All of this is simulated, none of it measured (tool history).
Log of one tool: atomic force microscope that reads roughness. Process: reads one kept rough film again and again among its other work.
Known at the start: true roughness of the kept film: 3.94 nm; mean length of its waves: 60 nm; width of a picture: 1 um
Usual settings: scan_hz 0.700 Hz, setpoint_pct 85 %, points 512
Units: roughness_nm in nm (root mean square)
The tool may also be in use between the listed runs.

{"run": 1, "hour": 0.0, "scan_hz": 0.7, "setpoint_pct": 85, "points": 512, "roughness_nm": 3.529}
{"run": 2, "hour": 6.8, "scan_hz": 0.7, "setpoint_pct": 59, "points": 512, "roughness_nm": 3.692}
{"run": 3, "hour": 19.1, "scan_hz": 0.7, "setpoint_pct": 69, "points": 512, "roughness_nm": 3.64}
{"run": 4, "hour": 32.5, "scan_hz": 0.7, "setpoint_pct": 85, "points": 951, "roughness_nm": 3.522}
{"run": 5, "hour": 45.7, "scan_hz": 0.7, "setpoint_pct": 85, "points": 951, "roughness_nm": 3.512}
{"run": 6, "hour": 55.4, "scan_hz": 0.7, "setpoint_pct": 85, "points": 863, "roughness_nm": 3.496}
{"run": 7, "hour": 66.4, "scan_hz": 0.7, "setpoint_pct": 85, "points": 863, "roughness_nm": 3.488}
{"run": 8, "hour": 79.2, "scan_hz": 0.7, "setpoint_pct": 85, "points": 863, "roughness_nm": 3.477}
{"run": 9, "hour": 86.9, "scan_hz": 0.7, "setpoint_pct": 85, "points": 512, "roughness_nm": 3.46}
{"run": 10, "hour": 92.4, "scan_hz": 0.7, "setpoint_pct": 85, "points": 512, "roughness_nm": 3.496}
{"run": 11, "hour": 100.2, "scan_hz": 0.7, "setpoint_pct": 85, "points": 512, "roughness_nm": 3.457}
{"run": 12, "hour": 111.8, "scan_hz": 0.7, "setpoint_pct": 85, "points": 512, "roughness_nm": 3.444}
{"run": 13, "hour": 117.8, "scan_hz": 0.7, "setpoint_pct": 85, "points": 512, "roughness_nm": 3.476}
{"run": 14, "hour": 131.2, "scan_hz": 0.7, "setpoint_pct": 85, "points": 512, "roughness_nm": 3.425}
{"run": 15, "hour": 142.9, "scan_hz": 0.7, "setpoint_pct": 85, "points": 512, "roughness_nm": 3.447}
{"run": 16, "hour": 152.2, "scan_hz": 0.7, "setpoint_pct": 85, "points": 512, "roughness_nm": 3.452}
{"run": 17, "hour": 158.3, "scan_hz": 0.7, "setpoint_pct": 85, "points": 512, "roughness_nm": 3.419}
{"run": 18, "hour": 168.9, "scan_hz": 0.7, "setpoint_pct": 85, "points": 512, "roughness_nm": 3.442}
{"run": 19, "hour": 174.8, "scan_hz": 0.7, "setpoint_pct": 85, "points": 512, "roughness_nm": 3.439}
{"run": 20, "hour": 182.1, "scan_hz": 0.7, "setpoint_pct": 85, "points": 512, "roughness_nm": 3.427}
{"run": 21, "hour": 190.7, "scan_hz": 0.7, "setpoint_pct": 85, "points": 512, "roughness_nm": 3.4}
{"run": 22, "hour": 198.6, "scan_hz": 0.7, "setpoint_pct": 85, "points": 512, "roughness_nm": 3.402}
{"run": 23, "hour": 211.1, "scan_hz": 0.7, "setpoint_pct": 85, "points": 432, "roughness_nm": 3.402}
{"run": 24, "hour": 216.8, "scan_hz": 0.7, "setpoint_pct": 85, "points": 512, "roughness_nm": 3.407}
{"run": 25, "hour": 224.9, "scan_hz": 2.314, "setpoint_pct": 87, "points": 512, "roughness_nm": 2.958}
{"run": 26, "hour": 237.6, "scan_hz": 1.532, "setpoint_pct": 87, "points": 512, "roughness_nm": 3.119}
{"run": 27, "hour": 245.0, "scan_hz": 1.532, "setpoint_pct": 87, "points": 512, "roughness_nm": 3.135}
{"run": 28, "hour": 250.9, "scan_hz": 1.532, "setpoint_pct": 87, "points": 512, "roughness_nm": 3.132}
{"hour": 252.9, "done": "height scale calibrated on a step standard"}
{"run": 29, "hour": 259.8, "scan_hz": 1.532, "setpoint_pct": 87, "points": 512, "roughness_nm": 3.09}
{"run": 30, "hour": 271.7, "scan_hz": 1.532, "setpoint_pct": 87, "points": 512, "roughness_nm": 3.1}
{"run": 31, "hour": 284.5, "scan_hz": 1.532, "setpoint_pct": 87, "points": 512, "roughness_nm": 3.102}
{"run": 32, "hour": 297.1, "scan_hz": 3.249, "setpoint_pct": 85, "points": 798, "roughness_nm": 2.732}
{"hour": 302.5, "done": "height scale calibrated on a step standard, once more"}
{"run": 33, "hour": 311.1, "scan_hz": 3.249, "setpoint_pct": 81, "points": 798, "roughness_nm": 2.864}
{"hour": 319.0, "done": "new tip fitted"}
{"run": 34, "hour": 320.7, "scan_hz": 0.7, "setpoint_pct": 85, "points": 566, "roughness_nm": 3.565}
{"run": 35, "hour": 327.5, "scan_hz": 0.7, "setpoint_pct": 85, "points": 414, "roughness_nm": 3.583}
{"run": 36, "hour": 336.4, "scan_hz": 2.964, "setpoint_pct": 83, "points": 1005, "roughness_nm": 3.061}
{"run": 37, "hour": 348.8, "scan_hz": 1.48, "setpoint_pct": 59, "points": 740, "roughness_nm": 3.673}
{"run": 38, "hour": 357.8, "scan_hz": 0.515, "setpoint_pct": 67, "points": 265, "roughness_nm": 3.711}
{"run": 39, "hour": 365.2, "scan_hz": 0.515, "setpoint_pct": 65, "points": 267, "roughness_nm": 3.694}
{"run": 40, "hour": 374.8, "scan_hz": 0.515, "setpoint_pct": 65, "points": 267, "roughness_nm": 3.719}
{"run": 41, "hour": 383.4, "scan_hz": 0.515, "setpoint_pct": 65, "points": 267, "roughness_nm": 3.706}
{"run": 42, "hour": 392.3, "scan_hz": 0.561, "setpoint_pct": 67, "points": 453, "roughness_nm": 3.7}
{"run": 43, "hour": 405.0, "scan_hz": 2.648, "setpoint_pct": 67, "points": 269, "roughness_nm": 3.446}
{"run": 44, "hour": 413.5, "scan_hz": 0.7, "setpoint_pct": 85, "points": 326, "roughness_nm": 3.516}
{"run": 45, "hour": 426.7, "scan_hz": 1.975, "setpoint_pct": 87, "points": 274, "roughness_nm": 3.148}
{"run": 46, "hour": 439.1, "scan_hz": 0.842, "setpoint_pct": 59, "points": 274, "roughness_nm": 3.638}
{"run": 47, "hour": 450.4, "scan_hz": 1.319, "setpoint_pct": 78, "points": 642, "roughness_nm": 3.444}
{"run": 48, "hour": 456.4, "scan_hz": 0.596, "setpoint_pct": 89, "points": 642, "roughness_nm": 3.488}

Forecast each of these 4 alternatives for the next run:
{"run": "A", "hour": 465.3, "scan_hz": 0.596, "setpoint_pct": 68, "points": 313, "roughness_nm": "?"}
{"run": "B", "hour": 465.3, "scan_hz": 1.406, "setpoint_pct": 67, "points": 580, "roughness_nm": "?"}
{"run": "C", "hour": 465.3, "scan_hz": 0.76, "setpoint_pct": 81, "points": 512, "roughness_nm": "?"}
{"run": "D", "hour": 465.3, "scan_hz": 0.596, "setpoint_pct": 56, "points": 642, "roughness_nm": "?"}

run=A roughness_nm=3.653
run=B roughness_nm=3.535
run=C roughness_nm=3.529
run=D roughness_nm=3.690
Without the tool's hidden state the same runs would have given:
run=A roughness_nm=3.760
run=B roughness_nm=3.638
run=C roughness_nm=3.632
run=D roughness_nm=3.797
